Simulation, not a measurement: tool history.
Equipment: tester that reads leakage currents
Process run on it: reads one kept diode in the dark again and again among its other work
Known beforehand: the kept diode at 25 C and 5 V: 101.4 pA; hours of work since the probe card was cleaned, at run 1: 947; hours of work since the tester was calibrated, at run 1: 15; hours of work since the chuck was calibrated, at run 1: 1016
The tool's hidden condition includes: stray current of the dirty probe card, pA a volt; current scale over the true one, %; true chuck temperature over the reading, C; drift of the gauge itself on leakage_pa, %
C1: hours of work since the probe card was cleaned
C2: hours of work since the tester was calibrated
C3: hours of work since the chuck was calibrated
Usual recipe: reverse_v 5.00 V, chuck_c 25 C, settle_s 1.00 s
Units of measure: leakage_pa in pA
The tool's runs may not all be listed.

run 1 hour=0.0 | reverse_v=5.00 chuck_c=25 settle_s=1.00 | C1=947 C2=15 C3=1016 | leakage_pa=96.85
run 2 hour=29.9 | reverse_v=5.00 chuck_c=25 settle_s=1.00 | C1=961 C2=29 C3=1030 | leakage_pa=96.23
run 3 hour=65.7 | reverse_v=5.00 chuck_c=25 settle_s=1.00 | C1=977 C2=46 C3=1047 | leakage_pa=96.49
run 4 hour=123.5 | reverse_v=5.00 chuck_c=25 settle_s=0.88 | C1=1004 C2=73 C3=1074 | leakage_pa=96.08
run 5 hour=166.9 | reverse_v=5.00 chuck_c=25 settle_s=0.45 | C1=1025 C2=93 C3=1094 | leakage_pa=97.58
run 6 hour=220.3 | reverse_v=5.00 chuck_c=25 settle_s=0.45 | C1=1050 C2=118 C3=1119 | leakage_pa=97.75
run 7 hour=268.9 | reverse_v=5.00 chuck_c=25 settle_s=0.45 | C1=1072 C2=141 C3=1142 | leakage_pa=98.01
run 8 hour=325.9 | reverse_v=5.00 chuck_c=25 settle_s=0.45 | C1=1099 C2=167 C3=1168 | leakage_pa=97.67
run 9 hour=369.8 | reverse_v=5.00 chuck_c=25 settle_s=0.45 | C1=1120 C2=188 C3=1189 | leakage_pa=97.54
run 10 hour=400.9 | reverse_v=5.00 chuck_c=25 settle_s=0.45 | C1=1134 C2=202 C3=1204 | leakage_pa=97.39
run 11 hour=452.6 | reverse_v=5.00 chuck_c=25 settle_s=1.00 | C1=1158 C2=227 C3=1228 | leakage_pa=95.90
run 12 hour=490.8 | reverse_v=5.00 chuck_c=25 settle_s=0.30 | C1=1176 C2=244 C3=1246 | leakage_pa=99.20
run 13 hour=539.7 | reverse_v=5.00 chuck_c=25 settle_s=1.00 | C1=1199 C2=267 C3=1269 | leakage_pa=95.65
run 14 hour=572.3 | reverse_v=5.00 chuck_c=25 settle_s=1.00 | C1=1214 C2=283 C3=1284 | leakage_pa=95.83
run 15 hour=604.2 | reverse_v=5.00 chuck_c=25 settle_s=1.00 | C1=1229 C2=298 C3=1299 | leakage_pa=95.16
-- hour=611.4 chuck's temperature calibrated
run 16 hour=641.3 | reverse_v=5.00 chuck_c=32 settle_s=1.00 | C1=1246 C2=314 C3=14 | leakage_pa=176.58
run 17 hour=702.3 | reverse_v=5.00 chuck_c=32 settle_s=1.00 | C1=1274 C2=343 C3=43 | leakage_pa=176.76
run 18 hour=759.6 | reverse_v=5.00 chuck_c=32 settle_s=1.00 | C1=1301 C2=369 C3=69 | leakage_pa=176.29
run 19 hour=793.4 | reverse_v=5.00 chuck_c=32 settle_s=1.00 | C1=1317 C2=385 C3=85 | leakage_pa=175.62
run 20 hour=819.2 | reverse_v=5.00 chuck_c=25 settle_s=1.00 | C1=1329 C2=397 C3=97 | leakage_pa=107.29
-- hour=859.1 probe card cleaned and baked
run 21 hour=869.3 | reverse_v=5.00 chuck_c=40 settle_s=1.00 | C1=5 C2=419 C3=119 | leakage_pa=299.51
run 22 hour=924.9 | reverse_v=8.90 chuck_c=27 settle_s=1.94 | C1=31 C2=445 C3=145 | leakage_pa=142.24
run 23 hour=961.0 | reverse_v=13.43 chuck_c=46 settle_s=7.41 | C1=48 C2=462 C3=162 | leakage_pa=605.41
run 24 hour=1008.5 | reverse_v=7.18 chuck_c=50 settle_s=2.33 | C1=70 C2=484 C3=184 | leakage_pa=642.06
run 25 hour=1055.6 | reverse_v=1.40 chuck_c=25 settle_s=7.89 | C1=92 C2=506 C3=206 | leakage_pa=68.85
run 26 hour=1102.7 | reverse_v=1.40 chuck_c=25 settle_s=7.89 | C1=114 C2=528 C3=228 | leakage_pa=68.14
run 27 hour=1147.3 | reverse_v=5.72 chuck_c=31 settle_s=1.00 | C1=135 C2=549 C3=249 | leakage_pa=166.26
run 28 hour=1200.0 | reverse_v=5.00 chuck_c=33 settle_s=0.43 | C1=160 C2=574 C3=274 | leakage_pa=184.71
run 29 hour=1259.1 | reverse_v=1.04 chuck_c=40 settle_s=5.08 | C1=187 C2=602 C3=302 | leakage_pa=181.53
run 30 hour=1317.5 | reverse_v=5.00 chuck_c=49 settle_s=1.00 | C1=214 C2=629 C3=329 | leakage_pa=536.63
run 31 hour=1367.5 | reverse_v=7.36 chuck_c=49 settle_s=1.00 | C1=238 C2=652 C3=352 | leakage_pa=603.76
run 32 hour=1397.2 | reverse_v=7.36 chuck_c=49 settle_s=3.34 | C1=252 C2=666 C3=366 | leakage_pa=601.23
run 33 hour=1430.0 | reverse_v=7.36 chuck_c=49 settle_s=3.34 | C1=267 C2=682 C3=382 | leakage_pa=601.46
run 34 hour=1458.8 | reverse_v=2.36 chuck_c=25 settle_s=1.00 | C1=281 C2=695 C3=395 | leakage_pa=80.07
run 35 hour=1520.9 | reverse_v=2.55 chuck_c=25 settle_s=2.56 | C1=310 C2=724 C3=424 | leakage_pa=81.71
run 36 hour=1559.3 | reverse_v=2.55 chuck_c=25 settle_s=2.56 | C1=328 C2=742 C3=442 | leakage_pa=81.76
run 37 hour=1590.7 | reverse_v=2.55 chuck_c=25 settle_s=2.56 | C1=342 C2=757 C3=457 | leakage_pa=81.95
run 38 hour=1627.4 | reverse_v=2.87 chuck_c=58 settle_s=1.00 | C1=359 C2=774 C3=474 | leakage_pa=790.66
run 39 hour=1670.8 | reverse_v=2.87 chuck_c=58 settle_s=1.00 | C1=380 C2=794 C3=494 | leakage_pa=787.26

Table of differences, measured result less the result of that run with no hidden state. Run-to-run variation is the same in both. Gauge scatter possibly is not:
run=1 leakage_pa=-6.27
run=2 leakage_pa=-6.29
run=3 leakage_pa=-6.37
run=4 leakage_pa=-6.44
run=5 leakage_pa=-6.52
run=6 leakage_pa=-6.62
run=7 leakage_pa=-6.73
run=8 leakage_pa=-6.79
run=9 leakage_pa=-6.84
run=10 leakage_pa=-6.90
run=11 leakage_pa=-7.00
run=12 leakage_pa=-7.08
run=13 leakage_pa=-7.13
run=14 leakage_pa=-7.22
run=15 leakage_pa=-7.23
run=16 leakage_pa=+5.57
run=17 leakage_pa=+5.33
run=18 leakage_pa=+5.11
run=19 leakage_pa=+4.93
run=20 leakage_pa=+4.52
run=21 leakage_pa=+0.92
run=22 leakage_pa=+0.37
run=23 leakage_pa=+0.69
run=24 leakage_pa=-0.27
run=25 leakage_pa=-0.15
run=26 leakage_pa=-0.24
run=27 leakage_pa=-0.51
run=28 leakage_pa=-0.89
run=29 leakage_pa=-1.52
run=30 leakage_pa=-4.68
run=31 leakage_pa=-5.74
run=32 leakage_pa=-6.19
run=33 leakage_pa=-6.63
run=34 leakage_pa=-0.93
run=35 leakage_pa=-1.07
run=36 leakage_pa=-1.14
run=37 leakage_pa=-1.22
run=38 leakage_pa=-13.28
run=39 leakage_pa=-14.09
